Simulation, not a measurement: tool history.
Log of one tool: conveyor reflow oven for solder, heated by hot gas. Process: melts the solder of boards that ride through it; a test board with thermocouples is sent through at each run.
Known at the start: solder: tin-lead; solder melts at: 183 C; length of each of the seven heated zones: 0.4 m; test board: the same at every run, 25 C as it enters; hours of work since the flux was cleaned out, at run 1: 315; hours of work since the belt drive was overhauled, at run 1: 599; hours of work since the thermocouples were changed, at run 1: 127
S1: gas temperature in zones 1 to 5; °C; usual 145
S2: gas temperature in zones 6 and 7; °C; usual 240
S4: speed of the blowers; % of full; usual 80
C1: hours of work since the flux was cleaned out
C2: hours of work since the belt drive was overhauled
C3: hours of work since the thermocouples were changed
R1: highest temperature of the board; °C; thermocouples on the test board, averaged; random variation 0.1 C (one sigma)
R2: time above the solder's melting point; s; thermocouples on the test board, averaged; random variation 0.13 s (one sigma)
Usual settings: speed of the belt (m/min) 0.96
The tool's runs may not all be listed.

run 1 day=0 | S1=145 S2=240 speed_of_the_belt_(m/min)=0.96 S4=80 | C1=315 C2=599 C3=127 | R1=227.2 R2=43.5
run 2 day=2.217 | S1=145 S2=240 speed_of_the_belt_(m/min)=0.96 S4=80 | C1=354 C2=638 C3=166 | R1=227.2 R2=43.4
run 3 day=3.525 | S1=145 S2=240 speed_of_the_belt_(m/min)=0.96 S4=80 | C1=377 C2=661 C3=189 | R1=227.5 R2=43.9
run 4 day=5.25 | S1=145 S2=240 speed_of_the_belt_(m/min)=0.96 S4=80 | C1=407 C2=691 C3=219 | R1=227.4 R2=43.7
run 5 day=6.317 | S1=145 S2=240 speed_of_the_belt_(m/min)=0.96 S4=54 | C1=426 C2=710 C3=238 | R1=218.4 R2=39.2
run 6 day=7.858 | S1=145 S2=240 speed_of_the_belt_(m/min)=0.96 S4=54 | C1=453 C2=737 C3=265 | R1=218.6 R2=38.9
run 7 day=9.538 | S1=145 S2=240 speed_of_the_belt_(m/min)=0.96 S4=54 | C1=483 C2=767 C3=295 | R1=218.4 R2=39.2
-- day=9.954 flux residue cleaned out of gas plates and filters
run 8 day=10.962 | S1=145 S2=240 speed_of_the_belt_(m/min)=0.96 S4=80 | C1=18 C2=788 C3=316 | R1=227.4 R2=43.5
run 9 day=11.971 | S1=145 S2=240 speed_of_the_belt_(m/min)=0.96 S4=80 | C1=36 C2=806 C3=334 | R1=227.4 R2=43.5
run 10 day=13.979 | S1=145 S2=240 speed_of_the_belt_(m/min)=0.96 S4=80 | C1=71 C2=842 C3=370 | R1=227.3 R2=43.8
run 11 day=14.996 | S1=151 S2=240 speed_of_the_belt_(m/min)=0.96 S4=80 | C1=89 C2=859 C3=387 | R1=228.2 R2=45.3
run 12 day=17.104 | S1=145 S2=240 speed_of_the_belt_(m/min)=0.96 S4=80 | C1=126 C2=897 C3=425 | R1=227.4 R2=43.8
run 13 day=18.821 | S1=145 S2=240 speed_of_the_belt_(m/min)=0.96 S4=80 | C1=156 C2=927 C3=455 | R1=227.4 R2=43.7
run 14 day=20.154 | S1=145 S2=240 speed_of_the_belt_(m/min)=0.96 S4=80 | C1=180 C2=950 C3=478 | R1=227.3 R2=43.6
run 15 day=22.462 | S1=145 S2=240 speed_of_the_belt_(m/min)=0.96 S4=80 | C1=221 C2=991 C3=519 | R1=227.3 R2=43.9
-- day=23.496 thermocouples of zones 6 and 7 changed
run 16 day=23.5 | S1=159 S2=231 speed_of_the_belt_(m/min)=0.96 S4=80 | C1=237 C2=1008 C3=0 | R1=221.5 R2=45.2
run 17 day=25.608 | S1=159 S2=231 speed_of_the_belt_(m/min)=0.96 S4=80 | C1=275 C2=1045 C3=37 | R1=221.3 R2=45.3
run 18 day=26.929 | S1=159 S2=252 speed_of_the_belt_(m/min)=0.96 S4=80 | C1=298 C2=1068 C3=61 | R1=240.2 R2=50.5
run 19 day=28.054 | S1=145 S2=240 speed_of_the_belt_(m/min)=1.109 S4=80 | C1=318 C2=1088 C3=80 | R1=223.2 R2=36.2
run 20 day=30.162 | S1=145 S2=240 speed_of_the_belt_(m/min)=0.96 S4=78 | C1=355 C2=1125 C3=118 | R1=226.9 R2=43.3
run 21 day=31.742 | S1=145 S2=240 speed_of_the_belt_(m/min)=0.83 S4=74 | C1=383 C2=1153 C3=145 | R1=229.5 R2=51.6

Run 22 comes next. What will it give?
run 22 day=33.95 | S1=145 S2=240 speed_of_the_belt_(m/min)=0.83 S4=74 | C1=422 C2=1192 C3=184 | R1=? R2=?

Run 22 gave R1 229.7 °C, R2 51.4 s.
Without the tool's hidden state the same run would have given R1 229.7 °C, R2 51.4 s.
